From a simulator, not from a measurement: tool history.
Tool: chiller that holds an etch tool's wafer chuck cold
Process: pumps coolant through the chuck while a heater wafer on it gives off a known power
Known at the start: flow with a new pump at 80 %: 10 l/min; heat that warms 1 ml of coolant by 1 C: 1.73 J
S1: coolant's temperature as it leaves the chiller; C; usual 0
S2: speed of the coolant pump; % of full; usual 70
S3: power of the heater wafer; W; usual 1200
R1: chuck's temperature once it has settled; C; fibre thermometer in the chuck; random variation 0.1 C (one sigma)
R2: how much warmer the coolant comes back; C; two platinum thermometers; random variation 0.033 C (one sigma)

run	hour	S1	S2	S3	R1	R2
1	0	0	70	1200	9.7	4.86
2	27	0	70	1200	9.7	4.9
3	56	2	70	1200	11.7	4.89
4	94.9	0	79	1200	8.9	4.28
5	118.2	0	79	1200	8.9	4.33
6	134.7	1	70	1200	11	4.86
7	152.5	1	70	1200	10.7	4.91
8	176.5	0	70	1566	13	6.31
9	197.6	2	70	1200	11.6	4.86
10	225.6	2	70	1200	12	4.85
# hour 241.2: coolant changed, channels flushed
11	254.8	2	70	1200	11	4.9
12	285.7	2	70	1200	11.1	4.86
13	325.1	2	70	1200	10.8	4.8
14	362.6	0	68	1200	9.2	5.02
15	383	0	68	1200	9	5.04
16	419	0	68	1200	9.1	5.06
17	445	0	68	1200	9.4	5.03
18	478.4	0	68	1200	9.2	4.98
19	513.2	0	70	764	5.4	3.16
20	530.7	0	70	618	4.2	2.59
21	557.9	0	66	1744	14	7.52
22	586.8	0	66	1744	14	7.49
23	606.9	0	66	1744	14	7.61
24	624.7	-3	88	875	2.3	2.83
25	643	-3	88	875	2.2	2.89
26	669.5	-7	88	827	-2.2	2.6
27	690.8	5	72	756	10.2	3
28	715	-2	65	769	3.8	3.38
29	745.1	-2	65	769	3.9	3.39
30	763.2	-2	65	769	3.9	3.38
31	785.9	-2	65	769	3.8	3.37

Some steps in R1 between neighbouring runs. How much of each would the tool show without its hidden state too (settings, what came in, random variation), and how much is left for the hidden state, with any gauge scatter that isn't in both results?
The hidden state here: heat passed by the chuck's channels, % of clean ones'; flow at a given pump speed, % of a new pump's; coolant's true temperature over the reading, C; drift of the gauge itself on chuck_c, C; drift of the gauge itself on warmer_back_c, C.
Run 7 -> 8: S1 1 -> 0, S3 1200 -> 1566. R1 +2.3 C: hidden state +0.4, all else +1.9.
Run 8 -> 9: S1 0 -> 2, S3 1566 -> 1200. R1 -1.4 C: hidden state -0.4, all else -1.
Run 10 -> 11: coolant changed, channels flushed. R1 -1 C: hidden state -0.9, all else -0.1.
Run 20 -> 21: S2 70 -> 66, S3 618 -> 1744. R1 +9.8 C: hidden state +0.3, all else +9.5.
Run 23 -> 24: S1 0 -> -3, S2 66 -> 88, S3 1744 -> 875. R1 -11.7 C: hidden state -0.3, all else -11.4.
Run 26 -> 27: S1 -7 -> 5, S2 88 -> 72, S3 827 -> 756. R1 +12.4 C: hidden state +0, all else +12.4.

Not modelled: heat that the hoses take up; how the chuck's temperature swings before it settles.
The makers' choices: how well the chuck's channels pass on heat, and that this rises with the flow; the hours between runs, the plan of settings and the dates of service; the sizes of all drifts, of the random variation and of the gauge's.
